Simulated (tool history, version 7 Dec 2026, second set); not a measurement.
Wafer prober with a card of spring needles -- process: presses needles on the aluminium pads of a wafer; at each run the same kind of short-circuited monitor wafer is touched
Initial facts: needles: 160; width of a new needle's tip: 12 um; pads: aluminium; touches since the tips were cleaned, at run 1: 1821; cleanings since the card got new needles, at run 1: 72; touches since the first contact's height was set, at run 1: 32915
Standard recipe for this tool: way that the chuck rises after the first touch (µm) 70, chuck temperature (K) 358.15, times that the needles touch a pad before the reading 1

run,hour,way that the chuck rises after the first touch (µm),chuck temperature (K),times that the needles touch a pad before the reading,touches since the tips were cleaned,cleanings since the card got new needles,touches since the first contact's height was set,resistance of one needle with its contact and lead (mohm),way that a needle slides on the pad (µm)
1,0.0,70,358.15,1,1821,72,32915,253,15.14
# hour 10.7: tips cleaned on abrasive film
# hour 25.1: tips cleaned on abrasive film
# hour 42.6: tips cleaned on abrasive film
2,55.3,70,358.15,1,4430,75,52036,269,15.05
# hour 58.7: tips cleaned on abrasive film
# hour 76.7: tips cleaned on abrasive film
# hour 94.7: tips cleaned on abrasive film
3,96.7,70,358.15,1,711,78,66319,257,15.03
# hour 111.1: tips cleaned on abrasive film
# hour 128.7: tips cleaned on abrasive film
# hour 146.2: tips cleaned on abrasive film
4,157.9,70,358.15,1,4057,81,87477,271,14.82
# hour 161.6: tips cleaned on abrasive film
# hour 176.0: tips cleaned on abrasive film
# hour 194.0: tips cleaned on abrasive film
5,207.7,70,349.15,1,4764,84,104677,267,14.90
# hour 210.9: tips cleaned on abrasive film
# hour 227.9: tips cleaned on abrasive film
# hour 245.3: tips cleaned on abrasive film
# hour 263.3: tips cleaned on abrasive film
6,275.6,70,335.15,1,4285,88,128156,264,14.80
# hour 279.3: tips cleaned on abrasive film
# hour 296.7: tips cleaned on abrasive film
# hour 311.1: tips cleaned on abrasive film
# hour 329.1: tips cleaned on abrasive film
# hour 347.1: tips cleaned on abrasive film
7,348.3,70,335.15,1,393,93,153221,241,14.64
# hour 362.7: tips cleaned on abrasive film
# hour 380.3: tips cleaned on abrasive film
8,387.9,70,335.15,1,2647,95,166941,260,14.63
# hour 395.2: tips cleaned on abrasive film
# hour 412.7: tips cleaned on abrasive film
# hour 430.7: tips cleaned on abrasive film
# hour 448.7: tips cleaned on abrasive film
9,454.0,70,350.15,1,1837,99,189765,256,14.58
# hour 464.8: tips cleaned on abrasive film
# hour 482.8: tips cleaned on abrasive film
# hour 490.3: height of the first contact set anew
10,491.8,70,358.15,1,2995,101,507,266,15.29
# hour 499.0: tips cleaned on abrasive film
# hour 517.0: tips cleaned on abrasive film
# hour 535.0: tips cleaned on abrasive film
11,541.0,70,358.15,1,2085,104,17516,263,15.15
# hour 551.8: tips cleaned on abrasive film
# hour 569.8: tips cleaned on abrasive film
12,582.4,70,358.15,1,4373,106,31838,273,15.18
# hour 585.7: tips cleaned on abrasive film
# hour 603.7: tips cleaned on abrasive film
# hour 621.2: tips cleaned on abrasive film
# hour 638.1: tips cleaned on abrasive film
13,639.1,76,358.15,1,359,110,51409,243,16.42
# hour 653.5: tips cleaned on abrasive film
# hour 671.5: tips cleaned on abrasive film
14,685.2,70,358.15,1,4748,112,67354,275,14.93
# hour 688.9: tips cleaned on abrasive film
# hour 706.3: tips cleaned on abrasive film
15,716.6,70,358.15,1,3567,114,78198,272,14.90
# hour 723.4: tips cleaned on abrasive film
# hour 741.0: tips cleaned on abrasive film
16,753.7,58,390.15,3,4421,116,91038,258,12.29
# hour 757.4: tips cleaned on abrasive film
# hour 771.8: tips cleaned on abrasive film
# hour 789.8: tips cleaned on abrasive film
# hour 804.2: tips cleaned on abrasive film
17,814.7,77,358.15,3,3618,120,112070,249,16.47
# hour 821.9: tips cleaned on abrasive film
# hour 839.9: tips cleaned on abrasive film
# hour 857.6: tips cleaned on abrasive film
18,858.4,70,388.15,1,284,123,127182,248,14.78
# hour 872.4: tips cleaned on abrasive film
# hour 890.4: tips cleaned on abrasive film
19,900.4,70,388.15,1,3486,125,141698,279,14.74
# hour 907.7: tips cleaned on abrasive film
# hour 925.7: tips cleaned on abrasive film
# hour 943.6: tips cleaned on abrasive film
20,943.9,62,337.15,1,104,128,156702,241,12.98
# hour 961.3: tips cleaned on abrasive film
21,975.0,70,391.15,1,4760,129,167485,283,14.74
# hour 978.7: tips cleaned on abrasive film
# hour 996.7: tips cleaned on abrasive film
# hour 1013.7: tips cleaned on abrasive film
# hour 1030.8: tips cleaned on abrasive film
# hour 1046.9: tips cleaned on abrasive film
22,1046.9,70,299.15,2,0,134,192281,225,14.62
# hour 1064.4: tips cleaned on abrasive film
# hour 1078.7: height of the first contact set anew
# hour 1082.1: tips cleaned on abrasive film
# hour 1099.9: tips cleaned on abrasive film
23,1105.6,70,299.15,2,1984,137,9278,238,15.25
# hour 1115.9: tips cleaned on abrasive film
# hour 1133.9: tips cleaned on abrasive film
# hour 1148.3: tips cleaned on abrasive film
# hour 1166.3: tips cleaned on abrasive film
24,1167.7,70,358.15,1,478,141,30727,243,15.09
# hour 1182.1: tips cleaned on abrasive film
# hour 1199.3: tips cleaned on abrasive film
# hour 1216.3: tips cleaned on abrasive film
25,1222.6,70,358.15,1,2197,144,49708,267,15.04
# hour 1233.3: tips cleaned on abrasive film
# hour 1247.7: tips cleaned on abrasive film
# hour 1265.7: tips cleaned on abrasive film
# hour 1283.7: tips cleaned on abrasive film
26,1297.1,69,322.15,2,4652,148,75469,253,14.77
# hour 1300.8: tips cleaned on abrasive film
# hour 1318.8: tips cleaned on abrasive film
# hour 1336.7: tips cleaned on abrasive film
27,1341.5,56,301.15,2,1649,151,90778,252,11.93

Forecast each of these 3 alternatives for the next run:
# hour 1352.1: tips cleaned on abrasive film
# hour 1369.1: tips cleaned on abrasive film
# hour 1386.9: tips cleaned on abrasive film
A,1392.0,78,358.15,1,1759,154,108225,?,?
# hour 1352.1: tips cleaned on abrasive film
# hour 1369.1: tips cleaned on abrasive film
# hour 1386.9: tips cleaned on abrasive film
B,1392.0,56,301.15,2,1759,154,108225,?,?
# hour 1352.1: tips cleaned on abrasive film
# hour 1369.1: tips cleaned on abrasive film
# hour 1386.9: tips cleaned on abrasive film
C,1392.0,64,299.15,2,1759,154,108225,?,?

run,resistance of one needle with its contact and lead (mohm),way that a needle slides on the pad (µm)
A,258,16.56
B,249,11.81
C,245,13.46
The same runs, with their run-to-run variation unchanged, on a tool lacking any hidden condition would have given:
run,resistance of one needle with its contact and lead (mohm),way that a needle slides on the pad (µm)
A,234,16.94
B,221,12.19
C,222,13.84

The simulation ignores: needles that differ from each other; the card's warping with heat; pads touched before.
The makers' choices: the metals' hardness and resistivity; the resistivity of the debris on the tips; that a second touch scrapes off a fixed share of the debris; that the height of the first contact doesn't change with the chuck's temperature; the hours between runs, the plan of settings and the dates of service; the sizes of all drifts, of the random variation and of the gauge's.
